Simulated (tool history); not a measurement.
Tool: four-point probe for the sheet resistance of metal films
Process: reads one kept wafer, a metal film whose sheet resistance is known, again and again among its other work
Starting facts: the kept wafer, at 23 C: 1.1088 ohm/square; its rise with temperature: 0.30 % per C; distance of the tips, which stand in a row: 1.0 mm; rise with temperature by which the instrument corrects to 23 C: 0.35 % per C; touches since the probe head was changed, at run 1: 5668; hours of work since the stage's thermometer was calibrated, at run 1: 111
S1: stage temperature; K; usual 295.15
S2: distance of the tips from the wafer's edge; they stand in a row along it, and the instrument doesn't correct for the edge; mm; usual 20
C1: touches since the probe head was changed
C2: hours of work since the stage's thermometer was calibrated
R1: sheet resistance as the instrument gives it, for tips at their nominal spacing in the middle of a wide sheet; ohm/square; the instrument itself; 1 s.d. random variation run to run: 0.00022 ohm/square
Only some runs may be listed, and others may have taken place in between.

run	hour	S1	S2	C1	C2	R1
1	0.0	295.15	20	5668	111	1.108990
2	21.4	295.15	20	6177	120	1.109584
3	53.5	295.15	20	6944	135	1.108948
4	70.6	295.15	20	7351	143	1.109052
5	98.5	295.15	20	8016	156	1.109203
6	138.2	295.15	58	8960	175	1.108092
7	169.4	295.15	58	9703	189	1.107486
8	196.1	295.15	20	10340	202	1.109345
9	226.4	295.15	20	11061	216	1.109401
10	247.1	295.15	20	11555	225	1.109549
11	269.3	295.15	20	12083	236	1.108977
12	302.0	295.15	20	12864	251	1.109446
13	328.7	295.15	20	13498	263	1.109144
14	368.7	299.15	52	14452	282	1.105337
15	392.0	307.15	63	15007	293	1.101019
16	416.2	303.15	5	15585	304	1.125968
17	444.9	296.15	12	16268	317	1.111056
18	485.7	298.15	33	17240	336	1.106131
19	510.1	299.15	5	17820	347	1.128594
20	542.0	296.15	9	18580	362	1.114490
21	565.9	298.15	5	19149	373	1.129705
22	595.3	298.15	49	19850	387	1.106208
23	615.0	292.15	27	20319	396	1.110977

Here are 4 independent what-if runs from the current tool condition. What would each one return?
A	644.8	292.15	7	21031	410	?
B	644.8	306.15	20	21031	410	?
C	644.8	292.15	6	21031	410	?
D	644.8	304.15	62	21031	410	?

run	R1
A	1.122256
B	1.103133
C	1.126338
D	1.102977
With no hidden state in the tool, these same runs would have given:
run	R1
A	1.123676
B	1.104536
C	1.127763
D	1.104379

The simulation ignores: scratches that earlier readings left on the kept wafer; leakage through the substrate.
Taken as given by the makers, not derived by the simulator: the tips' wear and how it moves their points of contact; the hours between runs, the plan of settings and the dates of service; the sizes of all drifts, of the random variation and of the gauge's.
